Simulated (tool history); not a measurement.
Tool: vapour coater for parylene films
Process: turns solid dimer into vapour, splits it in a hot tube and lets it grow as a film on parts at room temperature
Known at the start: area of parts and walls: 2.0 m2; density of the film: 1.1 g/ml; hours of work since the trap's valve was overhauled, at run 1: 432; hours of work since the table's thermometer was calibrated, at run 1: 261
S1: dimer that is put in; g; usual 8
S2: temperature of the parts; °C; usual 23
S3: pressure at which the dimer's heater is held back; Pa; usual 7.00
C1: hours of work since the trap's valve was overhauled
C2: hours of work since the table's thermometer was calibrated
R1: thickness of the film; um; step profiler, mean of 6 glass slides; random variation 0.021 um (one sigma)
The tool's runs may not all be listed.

{"run": 1, "hour": 0.0, "S1": 8, "S2": 23, "S3": 7.0, "C1": 432, "C2": 261, "R1": 1.58}
{"run": 2, "hour": 13.4, "S1": 8, "S2": 23, "S3": 7.0, "C1": 438, "C2": 267, "R1": 1.61}
{"run": 3, "hour": 23.9, "S1": 8, "S2": 19, "S3": 7.0, "C1": 443, "C2": 272, "R1": 1.84}
{"run": 4, "hour": 33.7, "S1": 8, "S2": 19, "S3": 7.0, "C1": 447, "C2": 276, "R1": 1.87}
{"run": 5, "hour": 46.0, "S1": 8, "S2": 19, "S3": 7.0, "C1": 453, "C2": 282, "R1": 1.83}
{"run": 6, "hour": 58.5, "S1": 8, "S2": 23, "S3": 7.0, "C1": 459, "C2": 287, "R1": 1.61}
{"run": 7, "hour": 66.5, "S1": 8, "S2": 23, "S3": 2.64, "C1": 462, "C2": 291, "R1": 1.76}
{"run": 8, "hour": 80.1, "S1": 8, "S2": 23, "S3": 2.64, "C1": 468, "C2": 297, "R1": 1.76}
{"run": 9, "hour": 93.8, "S1": 8, "S2": 23, "S3": 7.0, "C1": 474, "C2": 303, "R1": 1.58}
{"run": 10, "hour": 101.3, "S1": 8, "S2": 23, "S3": 7.0, "C1": 478, "C2": 307, "R1": 1.59}
{"run": 11, "hour": 111.2, "S1": 8, "S2": 23, "S3": 7.0, "C1": 482, "C2": 311, "R1": 1.64}
{"run": 12, "hour": 124.1, "S1": 8, "S2": 23, "S3": 7.0, "C1": 488, "C2": 317, "R1": 1.58}
{"run": 13, "hour": 132.9, "S1": 8, "S2": 23, "S3": 7.0, "C1": 492, "C2": 321, "R1": 1.58}
{"run": 14, "hour": 143.1, "S1": 8, "S2": 23, "S3": 10.5, "C1": 497, "C2": 326, "R1": 1.54}
{"run": 15, "hour": 152.4, "S1": 8, "S2": 23, "S3": 10.5, "C1": 501, "C2": 330, "R1": 1.53}
{"run": 16, "hour": 162.4, "S1": 8, "S2": 23, "S3": 10.5, "C1": 506, "C2": 334, "R1": 1.5}
{"run": 17, "hour": 170.9, "S1": 8, "S2": 23, "S3": 7.0, "C1": 509, "C2": 338, "R1": 1.58}
{"run": 18, "hour": 183.0, "S1": 8, "S2": 19, "S3": 7.0, "C1": 515, "C2": 344, "R1": 1.86}
{"run": 19, "hour": 194.9, "S1": 8, "S2": 19, "S3": 7.0, "C1": 520, "C2": 349, "R1": 1.78}
{"run": 20, "hour": 207.1, "S1": 3, "S2": 15, "S3": 5.85, "C1": 526, "C2": 355, "R1": 0.77}
{"run": 21, "hour": 214.2, "S1": 8, "S2": 23, "S3": 7.13, "C1": 529, "C2": 358, "R1": 1.58}
{"run": 22, "hour": 221.2, "S1": 3, "S2": 23, "S3": 7.0, "C1": 532, "C2": 361, "R1": 0.57}
{"hour": 231.3, "done": "trap's valve overhauled"}
{"run": 23, "hour": 235.6, "S1": 3, "S2": 34, "S3": 4.54, "C1": 2, "C2": 366, "R1": 0.49}
{"run": 24, "hour": 247.3, "S1": 7, "S2": 16, "S3": 7.05, "C1": 7, "C2": 371, "R1": 2.02}
{"run": 25, "hour": 261.9, "S1": 5, "S2": 23, "S3": 2.26, "C1": 14, "C2": 378, "R1": 1.23}
{"run": 26, "hour": 268.5, "S1": 5, "S2": 23, "S3": 2.26, "C1": 17, "C2": 381, "R1": 1.22}
{"run": 27, "hour": 277.7, "S1": 3, "S2": 27, "S3": 7.0, "C1": 21, "C2": 385, "R1": 0.55}
{"run": 28, "hour": 289.3, "S1": 3, "S2": 27, "S3": 7.0, "C1": 26, "C2": 390, "R1": 0.59}
{"run": 29, "hour": 299.9, "S1": 7, "S2": 27, "S3": 9.55, "C1": 31, "C2": 395, "R1": 1.3}
{"run": 30, "hour": 307.3, "S1": 7, "S2": 20, "S3": 4.72, "C1": 34, "C2": 398, "R1": 1.79}
{"run": 31, "hour": 320.5, "S1": 7, "S2": 19, "S3": 4.72, "C1": 40, "C2": 404, "R1": 1.83}
{"run": 32, "hour": 330.4, "S1": 8, "S2": 23, "S3": 9.91, "C1": 45, "C2": 409, "R1": 1.71}
{"run": 33, "hour": 337.2, "S1": 8, "S2": 25, "S3": 9.91, "C1": 48, "C2": 412, "R1": 1.56}
{"run": 34, "hour": 348.2, "S1": 7, "S2": 23, "S3": 7.0, "C1": 53, "C2": 417, "R1": 1.53}
{"run": 35, "hour": 356.8, "S1": 7, "S2": 16, "S3": 4.64, "C1": 57, "C2": 420, "R1": 2.06}
{"run": 36, "hour": 371.4, "S1": 13, "S2": 18, "S3": 7.88, "C1": 63, "C2": 427, "R1": 3.34}

Measured less the same run without the tool's hidden state. The same run-to-run variation is in both; the gauge's scatter may not be:
The hidden state here: vapour lost through the trap's worn valve, %; true temperature of the parts over the reading, C; drift of the gauge itself on film_um, %.
run=1 R1=-0.18
run=2 R1=-0.19
run=3 R1=-0.22
run=4 R1=-0.22
run=5 R1=-0.22
run=6 R1=-0.20
run=7 R1=-0.22
run=8 R1=-0.22
run=9 R1=-0.20
run=10 R1=-0.21
run=11 R1=-0.21
run=12 R1=-0.21
run=13 R1=-0.22
run=14 R1=-0.20
run=15 R1=-0.21
run=16 R1=-0.21
run=17 R1=-0.22
run=18 R1=-0.26
run=19 R1=-0.26
run=20 R1=-0.11
run=21 R1=-0.23
run=22 R1=-0.09
run=23 R1=+0.00
run=24 R1=-0.02
run=25 R1=-0.01
run=26 R1=-0.02
run=27 R1=-0.01
run=28 R1=+0.00
run=29 R1=-0.02
run=30 R1=-0.03
run=31 R1=-0.03
run=32 R1=-0.04
run=33 R1=-0.03
run=34 R1=-0.04
run=35 R1=-0.05
run=36 R1=-0.08
